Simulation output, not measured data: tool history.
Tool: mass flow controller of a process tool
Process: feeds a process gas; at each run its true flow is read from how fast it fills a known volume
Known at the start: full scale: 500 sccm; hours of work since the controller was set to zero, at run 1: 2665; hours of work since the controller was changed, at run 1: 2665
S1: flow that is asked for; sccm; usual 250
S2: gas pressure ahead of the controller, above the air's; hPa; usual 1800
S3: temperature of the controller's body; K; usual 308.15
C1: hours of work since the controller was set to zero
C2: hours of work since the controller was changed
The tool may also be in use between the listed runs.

{"run": 1, "hour": 0.0, "S1": 250, "S2": 1800, "S3": 308.15, "C1": 2665, "C2": 2665, "true flow (%)": 101.17}
{"run": 2, "hour": 66.4, "S1": 250, "S2": 2120, "S3": 308.15, "C1": 2715, "C2": 2715, "true flow (%)": 101.33}
{"run": 3, "hour": 135.1, "S1": 250, "S2": 2120, "S3": 308.15, "C1": 2766, "C2": 2766, "true flow (%)": 101.41}
{"run": 4, "hour": 236.2, "S1": 250, "S2": 1800, "S3": 308.15, "C1": 2841, "C2": 2841, "true flow (%)": 101.43}
{"run": 5, "hour": 287.3, "S1": 250, "S2": 1800, "S3": 308.15, "C1": 2879, "C2": 2879, "true flow (%)": 101.32}
{"run": 6, "hour": 356.8, "S1": 250, "S2": 1800, "S3": 308.15, "C1": 2930, "C2": 2930, "true flow (%)": 101.51}
{"run": 7, "hour": 413.2, "S1": 250, "S2": 1800, "S3": 308.15, "C1": 2972, "C2": 2972, "true flow (%)": 101.43}
{"run": 8, "hour": 520.2, "S1": 250, "S2": 1800, "S3": 308.15, "C1": 3052, "C2": 3052, "true flow (%)": 101.5}
{"run": 9, "hour": 628.7, "S1": 250, "S2": 1800, "S3": 308.15, "C1": 3132, "C2": 3132, "true flow (%)": 101.61}
{"run": 10, "hour": 703.6, "S1": 250, "S2": 1800, "S3": 308.15, "C1": 3188, "C2": 3188, "true flow (%)": 101.48}
{"run": 11, "hour": 820.0, "S1": 250, "S2": 1800, "S3": 308.15, "C1": 3274, "C2": 3274, "true flow (%)": 101.64}
{"run": 12, "hour": 872.7, "S1": 250, "S2": 1800, "S3": 308.15, "C1": 3313, "C2": 3313, "true flow (%)": 101.76}
{"run": 13, "hour": 952.9, "S1": 250, "S2": 1800, "S3": 308.15, "C1": 3373, "C2": 3373, "true flow (%)": 101.68}
{"run": 14, "hour": 999.4, "S1": 250, "S2": 1800, "S3": 308.15, "C1": 3408, "C2": 3408, "true flow (%)": 101.75}
{"run": 15, "hour": 1076.7, "S1": 250, "S2": 1800, "S3": 308.15, "C1": 3465, "C2": 3465, "true flow (%)": 101.86}
{"hour": 1087.3, "done": "controller's zero set anew"}
{"run": 16, "hour": 1153.6, "S1": 250, "S2": 2290, "S3": 308.15, "C1": 49, "C2": 3522, "true flow (%)": 102.28}
{"run": 17, "hour": 1200.2, "S1": 250, "S2": 2290, "S3": 308.15, "C1": 84, "C2": 3556, "true flow (%)": 102.28}
{"run": 18, "hour": 1260.6, "S1": 250, "S2": 2290, "S3": 308.15, "C1": 129, "C2": 3601, "true flow (%)": 102.36}
{"run": 19, "hour": 1349.6, "S1": 250, "S2": 2290, "S3": 308.15, "C1": 195, "C2": 3667, "true flow (%)": 102.33}
{"run": 20, "hour": 1433.5, "S1": 178, "S2": 1800, "S3": 308.15, "C1": 257, "C2": 3730, "true flow (%)": 102.83}
{"run": 21, "hour": 1529.5, "S1": 178, "S2": 1800, "S3": 308.15, "C1": 328, "C2": 3801, "true flow (%)": 102.86}
{"run": 22, "hour": 1627.7, "S1": 178, "S2": 1800, "S3": 308.15, "C1": 401, "C2": 3874, "true flow (%)": 103.02}
{"hour": 1671.0, "done": "controller's zero set anew, once more"}
{"run": 23, "hour": 1719.5, "S1": 178, "S2": 1800, "S3": 308.15, "C1": 36, "C2": 3942, "true flow (%)": 100.49}
{"run": 24, "hour": 1831.2, "S1": 178, "S2": 1800, "S3": 308.15, "C1": 119, "C2": 4025, "true flow (%)": 100.58}
{"run": 25, "hour": 1878.8, "S1": 178, "S2": 1800, "S3": 308.15, "C1": 154, "C2": 4060, "true flow (%)": 100.7}
{"run": 26, "hour": 1934.0, "S1": 71, "S2": 1580, "S3": 302.15, "C1": 195, "C2": 4101, "true flow (%)": 100.78}
{"run": 27, "hour": 2042.2, "S1": 71, "S2": 1580, "S3": 302.15, "C1": 276, "C2": 4181, "true flow (%)": 101}
{"run": 28, "hour": 2132.0, "S1": 60, "S2": 1400, "S3": 302.15, "C1": 342, "C2": 4248, "true flow (%)": 100.98}
{"run": 29, "hour": 2243.7, "S1": 385, "S2": 1450, "S3": 306.15, "C1": 425, "C2": 4331, "true flow (%)": 100.97}
{"run": 30, "hour": 2297.1, "S1": 385, "S2": 1450, "S3": 306.15, "C1": 465, "C2": 4371, "true flow (%)": 101.13}
{"run": 31, "hour": 2403.5, "S1": 246, "S2": 2460, "S3": 304.15, "C1": 544, "C2": 4450, "true flow (%)": 101.35}
{"run": 32, "hour": 2516.7, "S1": 460, "S2": 2190, "S3": 297.15, "C1": 628, "C2": 4534, "true flow (%)": 101.56}
{"run": 33, "hour": 2576.5, "S1": 460, "S2": 2190, "S3": 297.15, "C1": 672, "C2": 4578, "true flow (%)": 101.66}
{"run": 34, "hour": 2643.1, "S1": 141, "S2": 1800, "S3": 302.15, "C1": 722, "C2": 4628, "true flow (%)": 101.27}
{"run": 35, "hour": 2692.2, "S1": 250, "S2": 2090, "S3": 308.15, "C1": 758, "C2": 4664, "true flow (%)": 101.24}
{"run": 36, "hour": 2803.9, "S1": 328, "S2": 1620, "S3": 304.15, "C1": 841, "C2": 4747, "true flow (%)": 101.19}
{"run": 37, "hour": 2917.9, "S1": 349, "S2": 1800, "S3": 293.15, "C1": 926, "C2": 4832, "true flow (%)": 101.68}
{"run": 38, "hour": 2966.2, "S1": 349, "S2": 1800, "S3": 293.15, "C1": 962, "C2": 4868, "true flow (%)": 101.91}
{"run": 39, "hour": 3057.3, "S1": 67, "S2": 1800, "S3": 294.15, "C1": 1030, "C2": 4935, "true flow (%)": 102.71}
{"run": 40, "hour": 3122.9, "S1": 67, "S2": 2650, "S3": 294.15, "C1": 1078, "C2": 4984, "true flow (%)": 103.03}
{"run": 41, "hour": 3174.6, "S1": 67, "S2": 2650, "S3": 294.15, "C1": 1117, "C2": 5022, "true flow (%)": 103.04}
{"run": 42, "hour": 3228.8, "S1": 67, "S2": 2650, "S3": 294.15, "C1": 1157, "C2": 5063, "true flow (%)": 103.01}
{"run": 43, "hour": 3288.4, "S1": 128, "S2": 2650, "S3": 294.15, "C1": 1201, "C2": 5107, "true flow (%)": 102.46}
{"run": 44, "hour": 3347.0, "S1": 250, "S2": 1800, "S3": 305.15, "C1": 1245, "C2": 5150, "true flow (%)": 101.55}
{"run": 45, "hour": 3425.2, "S1": 333, "S2": 1580, "S3": 305.15, "C1": 1303, "C2": 5208, "true flow (%)": 101.64}
{"run": 46, "hour": 3480.4, "S1": 333, "S2": 1580, "S3": 305.15, "C1": 1344, "C2": 5249, "true flow (%)": 101.47}
{"run": 47, "hour": 3593.2, "S1": 57, "S2": 1580, "S3": 313.15, "C1": 1428, "C2": 5333, "true flow (%)": 103.02}

How the hidden state differs across the entries between the runs, from the last listed run before each to the first after it:
Between runs 15 and 16: controller's zero set anew (hour 1087.3)
  flow at rest that the sensor doesn't see, % of full scale: 0.678 -> 0.816; true flow over the shown one, %: 1.12 -> 1.14
  measured less the result without the state, true flow (%): +2.48 -> +2.78
Between runs 22 and 23: controller's zero set anew, once more (hour 1671)
  flow at rest that the sensor doesn't see, % of full scale: 0.882 -> 0.009; true flow over the shown one, %: 1.27 -> 1.29
  measured less the result without the state, true flow (%): +3.75 -> +1.32
